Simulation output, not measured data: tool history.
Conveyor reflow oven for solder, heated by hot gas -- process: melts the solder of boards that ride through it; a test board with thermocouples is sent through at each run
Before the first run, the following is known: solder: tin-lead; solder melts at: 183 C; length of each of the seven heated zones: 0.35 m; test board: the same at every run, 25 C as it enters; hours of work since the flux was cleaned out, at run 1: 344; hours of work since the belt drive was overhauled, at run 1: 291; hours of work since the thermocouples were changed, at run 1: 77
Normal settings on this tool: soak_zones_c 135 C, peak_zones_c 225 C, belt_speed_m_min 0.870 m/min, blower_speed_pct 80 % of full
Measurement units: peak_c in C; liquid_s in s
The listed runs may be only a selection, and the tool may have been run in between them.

run	day	soak_zones_c	peak_zones_c	belt_speed_m_min	blower_speed_pct	hours of work since the flux was cleaned out	hours of work since the belt drive was overhauled	hours of work since the thermocouples were changed	peak_c	liquid_s
1	0.000	135	225	0.870	80	344	291	77	209.4	31.3
2	3.433	139	225	0.870	80	391	338	124	209.3	32.2
# day 5.662: flux residue cleaned out of gas plates and filters
3	6.146	135	225	0.870	80	7	372	159	212.6	34.1
4	9.042	135	225	0.912	80	46	412	198	211.2	31.4
5	12.283	135	225	0.912	80	91	456	243	211.0	31.2
6	13.804	135	228	0.870	80	111	477	263	215.0	35.3
7	16.946	135	225	0.871	80	154	520	306	211.9	33.5
8	19.842	135	225	0.871	80	194	559	346	211.3	33.5
9	23.162	135	225	0.996	80	239	605	391	206.9	26.0
10	24.804	121	225	0.870	80	262	627	414	208.3	28.6
11	28.358	135	225	0.870	78	310	676	462	210.6	32.8
12	30.658	135	225	1.012	51	342	707	494	198.4	17.8
13	33.192	135	225	1.012	51	376	742	528	198.0	17.6
14	34.754	134	214	0.870	80	398	763	550	200.2	25.1
# day 35.567: thermocouples of zones 6 and 7 changed
# day 36.438: flux residue cleaned out of gas plates and filters
15	38.208	134	214	0.870	80	24	806	33	202.9	29.0
16	40.667	132	228	0.987	71	58	840	67	209.7	26.9
17	43.246	135	237	1.033	80	93	875	102	217.7	30.6
18	45.196	138	233	0.904	80	120	902	129	219.6	36.7
19	48.788	138	233	0.904	80	169	951	178	218.7	36.6
# day 50.392: belt drive overhauled, speed set with a stopwatch
20	50.575	138	233	0.904	80	191	3	200	218.2	35.2

How the hidden state differs across the entries between the runs, from the last listed run before each to the first after it:
Run 2 -> run 3: flux residue cleaned out of gas plates and filters (day 5.662)
  heat that the gas passes to the board, % of a clean oven's: 83.8 -> 99.6; belt's true speed, % of the reading: 99.14 -> 99.05; true gas temperature in zones 6 and 7 over the reading, C: 0.41 -> 0.45
  what was measured, less what the result would be without the hidden state, peak_c: -3.4 -> +0.6 C; liquid_s: -2.4 -> +0.6 s
Run 14 -> run 15: thermocouples of zones 6 and 7 changed (day 35.567); flux residue cleaned out of gas plates and filters (day 36.438)
  heat that the gas passes to the board, % of a clean oven's: 85.7 -> 98.8; belt's true speed, % of the reading: 98.01 -> 97.9; true gas temperature in zones 6 and 7 over the reading, C: 0.95 -> 0.74
  what was measured, less what the result would be without the hidden state, peak_c: -1.9 -> +0.9 C; liquid_s: -2.0 -> +1.3 s
Run 19 -> run 20: belt drive overhauled, speed set with a stopwatch (day 50.392)
  heat that the gas passes to the board, % of a clean oven's: 93.1 -> 92.3; belt's true speed, % of the reading: 97.5 -> 99.87; true gas temperature in zones 6 and 7 over the reading, C: 0.92 -> 0.95
  what was measured, less what the result would be without the hidden state, peak_c: -0.2 -> -1.1 C; liquid_s: +0.8 -> -0.7 s
